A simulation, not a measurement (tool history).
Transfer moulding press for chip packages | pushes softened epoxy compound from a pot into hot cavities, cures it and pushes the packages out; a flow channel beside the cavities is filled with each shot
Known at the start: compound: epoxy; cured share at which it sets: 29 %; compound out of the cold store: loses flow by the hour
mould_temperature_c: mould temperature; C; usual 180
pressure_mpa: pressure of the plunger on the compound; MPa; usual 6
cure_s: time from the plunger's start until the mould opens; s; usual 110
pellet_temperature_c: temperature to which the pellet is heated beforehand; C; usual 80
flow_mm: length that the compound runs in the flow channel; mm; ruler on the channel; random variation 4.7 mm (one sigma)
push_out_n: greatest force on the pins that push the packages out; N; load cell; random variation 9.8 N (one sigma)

run,hour,mould_temperature_c,pressure_mpa,cure_s,pellet_temperature_c,incoming compound's hours out of the cold store,flow_mm,push_out_n
1,0,180,6,110,80,25.5,591,888
2,10.7,180,6,110,80,44.5,541,886
3,16.8,180,6,110,80,36.8,566,900
# hour 23.2: cavities cleaned with cleaning compound and waxed
4,29.7,180,6,110,80,37.8,550,494
5,38.9,180,6,110,80,17.3,618,561
6,45.9,180,6.82,110,80,26.6,627,585
7,57.3,180,5.58,110,80,21.3,585,624
8,70.5,180,5.58,110,80,22,582,723
9,81,180,6,110,86,18.1,612,755
10,90.7,180,6,110,73,34.5,556,747
11,102.2,180,6,110,73,38.7,554,785
12,115.1,173,6,110,73,26.3,599,1187
13,127.9,180,6,110,80,39.7,539,879
# hour 136.4: plunger's sealing rings changed
14,140.7,180,6,129,79,28.4,614,825
15,153.6,180,6,129,79,31.6,595,861
# hour 161.6: cavities cleaned with cleaning compound and waxed
16,166,173,6,129,72,34.9,605,517
17,176.2,180,5.37,140,73,15.4,620,521
18,186.3,180,6,126,80,33.6,594,587
19,197,186,6,110,85,29.9,583,628
# hour 207.4: mould's thermocouples calibrated
20,210.5,178,6,136,83,10.4,670,666
21,219,180,6.18,123,80,21.2,640,722
22,224.9,180,5.62,127,80,15.2,634,715
23,235,180,5.62,127,80,43.2,540,742

Forecast each of these 4 alternatives for the next run:
A,245.7,187,6.64,110,89,18.5,?,?
B,245.7,180,6,134,80,17.3,?,?
C,245.7,180,6,118,80,24.1,?,?
D,245.7,186,5.62,97,82,41.2,?,?

run,flow_mm,push_out_n
A,649,773
B,641,736
C,613,789
D,542,778
Without the tool's hidden state the same runs would have given:
run,flow_mm,push_out_n
A,656,422
B,648,402
C,619,431
D,547,424

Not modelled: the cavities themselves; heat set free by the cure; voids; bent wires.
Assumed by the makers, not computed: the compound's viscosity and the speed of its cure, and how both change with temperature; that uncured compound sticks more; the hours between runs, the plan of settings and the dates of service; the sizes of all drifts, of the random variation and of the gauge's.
